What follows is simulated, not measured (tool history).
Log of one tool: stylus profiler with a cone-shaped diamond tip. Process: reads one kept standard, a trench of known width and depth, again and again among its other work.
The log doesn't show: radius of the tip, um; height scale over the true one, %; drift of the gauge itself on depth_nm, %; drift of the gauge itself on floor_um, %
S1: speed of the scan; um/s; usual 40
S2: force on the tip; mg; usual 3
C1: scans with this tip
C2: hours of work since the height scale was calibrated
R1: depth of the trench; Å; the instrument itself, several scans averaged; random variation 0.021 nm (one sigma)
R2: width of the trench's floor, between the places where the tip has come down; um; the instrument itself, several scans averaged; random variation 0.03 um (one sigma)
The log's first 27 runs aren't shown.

run	day	S1	S2	C1	C2	R1	R2
28	58.396	63	1.28	4770	387	1005.9	98.31
29	60.775	34	4.27	5250	426	1013	98.4
30	62.983	34	4.27	5696	462	1012.7	98.35
31	65.312	43	8.5	6166	500	1019.7	98.34
32	68.267	18	3.03	6763	548	1010.4	98.33
33	69.829	18	3.03	7078	574	1010.1	98.39
34	72.496	65	1.6	7616	617	1006.8	98.16
35	74.412	31	4.84	8004	649	1013.9	98.31
36	76.775	31	4.84	8480	688	1014.4	98.26
37	79.246	31	4.84	8979	728	1013.9	98.2
38	81.408	31	4.84	9415	763	1014	98.22
39	83.146	31	4.84	9766	792	1013.9	98.26
40	85.588	21	2.74	10259	832	1009.9	98.18

Forecast each of these 3 alternatives for the next run:
A	88.1	41	1.44	10766	873	?	?
B	88.1	40	6.05	10766	873	?	?
C	88.1	40	1.59	10766	873	?	?

run	R1	R2
A	1007	98.06
B	1016.3	98.18
C	1006.8	98.11
Without the tool's hidden state the same runs would have given:
run	R1	R2
A	1006	98.59
B	1015.3	98.71
C	1005.9	98.65

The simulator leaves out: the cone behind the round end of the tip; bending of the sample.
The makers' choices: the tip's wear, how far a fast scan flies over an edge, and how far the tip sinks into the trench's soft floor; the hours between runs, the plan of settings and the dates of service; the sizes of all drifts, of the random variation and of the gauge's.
